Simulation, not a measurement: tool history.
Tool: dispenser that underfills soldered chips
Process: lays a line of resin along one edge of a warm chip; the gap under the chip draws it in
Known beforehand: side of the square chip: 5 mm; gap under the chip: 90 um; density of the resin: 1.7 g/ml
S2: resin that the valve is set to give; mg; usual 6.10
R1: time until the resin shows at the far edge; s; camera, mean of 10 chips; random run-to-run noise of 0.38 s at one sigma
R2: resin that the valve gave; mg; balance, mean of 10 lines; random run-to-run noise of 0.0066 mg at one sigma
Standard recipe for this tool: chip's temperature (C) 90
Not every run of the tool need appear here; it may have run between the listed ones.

Run 1, hour 0.0: usual settings. Result: R1 27.1 s, R2 6.039 mg.
Run 2, hour 2.7: usual settings but S2 6.55 mg. Result: R1 29.5 s, R2 6.466 mg.
Run 3, hour 5.9: usual settings but S2 6.55 mg. Result: R1 34.8 s, R2 6.470 mg.
At hour 10.0: new syringe of resin.
Run 4, hour 11.0: usual settings but S2 5.82 mg. Result: R1 24.8 s, R2 5.729 mg.
Run 5, hour 15.0: usual settings but chip's temperature (C) 82. Result: R1 41.9 s, R2 6.013 mg.
Run 6, hour 18.6: usual settings. Result: R1 35.6 s, R2 6.011 mg.
Run 7, hour 20.8: usual settings. Result: R1 38.3 s, R2 6.007 mg.
At hour 22.9: new syringe of resin.
Run 8, hour 25.7: usual settings. Result: R1 27.0 s, R2 5.988 mg.
Run 9, hour 30.5: usual settings. Result: R1 33.2 s, R2 6.007 mg.
At hour 35.7: new syringe of resin.
Run 10, hour 35.8: usual settings but chip's temperature (C) 95. Result: R1 18.5 s, R2 5.982 mg.
Run 11, hour 40.9: usual settings but chip's temperature (C) 79. Result: R1 47.3 s, R2 5.964 mg.
At hour 44.0: dispensing valve cleaned and set on the balance.
Run 12, hour 44.9: usual settings but chip's temperature (C) 79. Result: R1 54.2 s, R2 6.089 mg.
At hour 49.8: new syringe of resin.
Run 13, hour 50.4: usual settings. Result: R1 23.6 s, R2 6.077 mg.
Run 14, hour 53.5: usual settings. Result: R1 27.9 s, R2 6.071 mg.
Run 15, hour 56.5: usual settings. Result: R1 31.7 s, R2 6.069 mg.
Run 16, hour 60.4: usual settings but chip's temperature (C) 100. Result: R1 25.6 s, R2 6.069 mg.
At hour 63.0: new syringe of resin.
Run 17, hour 65.6: usual settings but chip's temperature (C) 100. Result: R1 18.0 s, R2 6.058 mg.
Run 18, hour 68.4: usual settings but chip's temperature (C) 100. Result: R1 19.9 s, R2 6.050 mg.
Run 19, hour 71.4: usual settings but S2 7.14 mg. Result: R1 34.0 s, R2 7.073 mg.
At hour 75.8: new syringe of resin.
Run 20, hour 76.2: usual settings but chip's temperature (C) 101, S2 6.18 mg. Result: R1 15.4 s, R2 6.115 mg.
Run 21, hour 78.3: usual settings but chip's temperature (C) 101, S2 6.18 mg. Result: R1 16.6 s, R2 6.098 mg.
Run 22, hour 83.5: usual settings but chip's temperature (C) 101, S2 6.18 mg. Result: R1 21.8 s, R2 6.105 mg.
Run 23, hour 87.1: usual settings but chip's temperature (C) 87, S2 7.42 mg. Result: R1 44.6 s, R2 7.315 mg.
At hour 88.9: new syringe of resin.
Run 24, hour 92.4: usual settings but chip's temperature (C) 87, S2 7.42 mg. Result: R1 31.1 s, R2 7.307 mg.
Run 25, hour 95.7: usual settings but chip's temperature (C) 92, S2 6.34 mg. Result: R1 29.1 s, R2 6.243 mg.
Run 26, hour 97.9: usual settings but chip's temperature (C) 97. Result: R1 26.6 s, R2 6.003 mg.
Run 27, hour 100.5: usual settings but chip's temperature (C) 97. Result: R1 30.0 s, R2 6.003 mg.
At hour 101.8: new syringe of resin.
Run 28, hour 104.8: usual settings but chip's temperature (C) 105, S2 6.09 mg. Result: R1 15.6 s, R2 5.980 mg.
Run 29, hour 108.1: usual settings but chip's temperature (C) 85, S2 6.09 mg. Result: R1 38.9 s, R2 5.974 mg.
Run 30, hour 111.0: usual settings but chip's temperature (C) 81, S2 7.47 mg. Result: R1 53.2 s, R2 7.330 mg.
At hour 114.9: new syringe of resin.
Run 31, hour 114.9: usual settings but chip's temperature (C) 86, S2 7.68 mg. Result: R1 27.5 s, R2 7.525 mg.
Run 32, hour 119.0: usual settings but chip's temperature (C) 86, S2 6.93 mg. Result: R1 33.8 s, R2 6.771 mg.
At hour 122.9: dispensing valve cleaned and set on the balance.
Run 33, hour 125.1: usual settings but chip's temperature (C) 76, S2 6.24 mg. Result: R1 66.6 s, R2 6.244 mg.
At hour 128.7: new syringe of resin.
Run 34, hour 129.4: usual settings but S2 5.24 mg. Result: R1 25.6 s, R2 5.232 mg.
Run 35, hour 132.8: usual settings but chip's temperature (C) 80, S2 7.74 mg. Result: R1 43.4 s, R2 7.715 mg.

Some steps in R1, run to run, broken into two amounts with sign: the step expected even without the hidden condition (settings, incoming material, random variation), and the rest, left for the hidden condition together with whatever gauge scatter is not in both the measured and the hidden-condition-free result:
Hidden state at play: resin's viscosity, % of fresh resin's; dose that the valve gives, % of what is set; true chip temperature over the reading, C; drift of the gauge itself on fill_s, %; drift of the gauge itself on given_mg, %.
Run 12 -> 13: chip's temperature (C) 79 -> 90, new syringe of resin. R1 -30.6 s: hidden state -15.8, all else -14.8.
Run 30 -> 31: chip's temperature (C) 81 -> 86, S2 7.47 -> 7.68, new syringe of resin. R1 -25.7 s: hidden state -19.4, all else -6.3.
Run 32 -> 33: chip's temperature (C) 86 -> 76, S2 6.93 -> 6.24, dispensing valve cleaned and set on the balance. R1 +32.8 s: hidden state +17.7, all else +15.1.
Run 33 -> 34: chip's temperature (C) 76 -> 90, S2 6.24 -> 5.24, new syringe of resin. R1 -41.0 s: hidden state -22.6, all else -18.4.
